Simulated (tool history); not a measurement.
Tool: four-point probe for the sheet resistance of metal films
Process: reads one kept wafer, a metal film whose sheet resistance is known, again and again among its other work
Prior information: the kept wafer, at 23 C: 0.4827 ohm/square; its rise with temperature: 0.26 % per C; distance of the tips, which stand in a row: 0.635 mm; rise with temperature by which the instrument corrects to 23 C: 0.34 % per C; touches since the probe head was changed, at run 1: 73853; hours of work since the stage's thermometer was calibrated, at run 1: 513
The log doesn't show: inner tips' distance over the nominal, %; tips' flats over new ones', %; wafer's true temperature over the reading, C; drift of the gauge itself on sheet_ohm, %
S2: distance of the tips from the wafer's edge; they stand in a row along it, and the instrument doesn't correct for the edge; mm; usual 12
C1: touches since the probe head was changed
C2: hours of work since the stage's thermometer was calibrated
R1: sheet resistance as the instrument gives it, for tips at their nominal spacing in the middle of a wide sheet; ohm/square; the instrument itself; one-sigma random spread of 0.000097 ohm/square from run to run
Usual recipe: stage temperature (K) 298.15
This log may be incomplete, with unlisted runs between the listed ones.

Run 1, hour 0: usual settings; C1 73853; C2 513. Result: R1 0.482758 ohm/square.
Run 2, hour 51.2: usual settings but S2 6 mm; C1 76409; C2 543. Result: R1 0.484774 ohm/square.
Run 3, hour 140.2: usual settings but S2 14 mm; C1 80857; C2 596. Result: R1 0.482437 ohm/square.
Run 4, hour 192.6: usual settings but S2 14 mm; C1 83474; C2 627. Result: R1 0.482628 ohm/square.
Run 5, hour 250.2: usual settings but stage temperature (K) 307.15, S2 14 mm; C1 86355; C2 662. Result: R1 0.479132 ohm/square.
Run 6, hour 344.4: usual settings but stage temperature (K) 307.15, S2 14 mm; C1 91059; C2 718. Result: R1 0.47913 ohm/square.
Run 7, hour 434.8: usual settings; C1 95576; C2 771. Result: R1 0.482644 ohm/square.
Run 8, hour 534.8: usual settings; C1 100573; C2 831. Result: R1 0.482663 ohm/square.
Run 9, hour 624.6: usual settings; C1 105058; C2 884. Result: R1 0.482704 ohm/square.
Run 10, hour 722.8: usual settings but S2 5 mm; C1 109966; C2 943. Result: R1 0.486105 ohm/square.
Run 11, hour 810: usual settings; C1 114326; C2 995. Result: R1 0.482587 ohm/square.
Run 12, hour 885: usual settings; C1 118070; C2 1039. Result: R1 0.482579 ohm/square.
Run 13, hour 943.8: usual settings but S2 41 mm; C1 121006; C2 1074. Result: R1 0.482027 ohm/square.
Run 14, hour 1002.7: usual settings but stage temperature (K) 297.15, S2 41 mm; C1 123952; C2 1109. Result: R1 0.482594 ohm/square.
Run 15, hour 1057.5: usual settings but stage temperature (K) 297.15, S2 41 mm; C1 126688; C2 1142. Result: R1 0.482485 ohm/square.
Run 16, hour 1113.9: usual settings; C1 129508; C2 1176. Result: R1 0.482609 ohm/square.
Run 17, hour 1212.4: usual settings; C1 134427; C2 1234. Result: R1 0.482876 ohm/square.
Run 18, hour 1266.6: usual settings but S2 5 mm; C1 137136; C2 1266. Result: R1 0.486178 ohm/square.
Run 19, hour 1338.8: usual settings but S2 5 mm; C1 140742; C2 1309. Result: R1 0.486096 ohm/square.
Run 20, hour 1412: usual settings but S2 5 mm; C1 144404; C2 1353. Result: R1 0.486114 ohm/square.
Run 21, hour 1460: usual settings but S2 5 mm; C1 146799; C2 1381. Result: R1 0.486238 ohm/square.
Run 22, hour 1526.9: usual settings but S2 10 mm; C1 150144; C2 1421. Result: R1 0.48311 ohm/square.
Run 23, hour 1572.4: usual settings but stage temperature (K) 292.15; C1 152414; C2 1448. Result: R1 0.484954 ohm/square.
Run 24, hour 1633.1: usual settings but stage temperature (K) 293.15; C1 155450; C2 1484. Result: R1 0.484551 ohm/square.
Run 25, hour 1700.4: usual settings but stage temperature (K) 293.15, S2 5 mm; C1 158810; C2 1524. Result: R1 0.488123 ohm/square.
Run 26, hour 1787.6: usual settings but stage temperature (K) 293.15, S2 5 mm; C1 163170; C2 1576. Result: R1 0.488267 ohm/square.
At hour 1813.5: stage's thermometer calibrated.
Run 27, hour 1857.7: usual settings but stage temperature (K) 293.15, S2 5 mm; C1 166647; C2 26. Result: R1 0.488076 ohm/square.
Run 28, hour 1905.4: usual settings but S2 9 mm; C1 169031; C2 55. Result: R1 0.483217 ohm/square.
Run 29, hour 1963.1: usual settings but stage temperature (K) 308.15, S2 13 mm; C1 171911; C2 89. Result: R1 0.47902 ohm/square.
Run 30, hour 2065.2: usual settings but stage temperature (K) 295.15, S2 34 mm; C1 177012; C2 150. Result: R1 0.483215 ohm/square.
Run 31, hour 2108.2: usual settings but stage temperature (K) 302.15, S2 21 mm; C1 179164; C2 175. Result: R1 0.48071 ohm/square.
Run 32, hour 2173.5: usual settings but stage temperature (K) 306.15, S2 10 mm; C1 182425; C2 214. Result: R1 0.48002 ohm/square.
Run 33, hour 2245.4: usual settings but stage temperature (K) 308.15; C1 186018; C2 257. Result: R1 0.479041 ohm/square.
Run 34, hour 2320.5: usual settings but stage temperature (K) 304.15; C1 189768; C2 302. Result: R1 0.480571 ohm/square.
Run 35, hour 2389.5: usual settings but stage temperature (K) 302.15, S2 55 mm; C1 193219; C2 343. Result: R1 0.480415 ohm/square.
Run 36, hour 2433.5: usual settings but stage temperature (K) 297.15; C1 195414; C2 369. Result: R1 0.483095 ohm/square.
Run 37, hour 2511.9: usual settings but stage temperature (K) 297.15; C1 199331; C2 415. Result: R1 0.483113 ohm/square.
Run 38, hour 2610.1: usual settings but stage temperature (K) 297.15; C1 204237; C2 474. Result: R1 0.4831 ohm/square.
Run 39, hour 2700.7: usual settings but stage temperature (K) 297.15; C1 208767; C2 528. Result: R1 0.483021 ohm/square.
Run 40, hour 2785.1: usual settings but stage temperature (K) 301.15, S2 15 mm; C1 212982; C2 578. Result: R1 0.481437 ohm/square.
Run 41, hour 2841.1: usual settings but stage temperature (K) 294.15, S2 43 mm; C1 215782; C2 611. Result: R1 0.483704 ohm/square.
Run 42, hour 2902.6: usual settings but stage temperature (K) 303.15, S2 29 mm; C1 218855; C2 648. Result: R1 0.480302 ohm/square.
Run 43, hour 2977.7: usual settings but stage temperature (K) 302.15, S2 74 mm; C1 222608; C2 693. Result: R1 0.480537 ohm/square.
Run 44, hour 3047: usual settings but stage temperature (K) 302.15, S2 74 mm; C1 226067; C2 734. Result: R1 0.48056 ohm/square.
Run 45, hour 3145.6: usual settings but stage temperature (K) 302.15, S2 74 mm; C1 230995; C2 793. Result: R1 0.480321 ohm/square.

Branching from run 45: 4 alternative next runs. What would each branch give?
Run A, hour 3229.1: usual settings but stage temperature (K) 291.15, S2 4 mm; C1 235166; C2 842. Result: R1 ?.
Run B, hour 3229.1: usual settings but stage temperature (K) 293.15, S2 14 mm; C1 235166; C2 842. Result: R1 ?.
Run C, hour 3229.1: usual settings but S2 4 mm; C1 235166; C2 842. Result: R1 ?.
Run D, hour 3229.1: usual settings but stage temperature (K) 292.15, S2 74 mm; C1 235166; C2 842. Result: R1 ?.

run        R1
  A  0.491296
  B  0.484578
  C  0.488476
  D  0.484287
Take away the tool's hidden state, keep each run's random variation, and the runs would have read:
run        R1
  A  0.491221
  B  0.484504
  C  0.488401
  D  0.484212
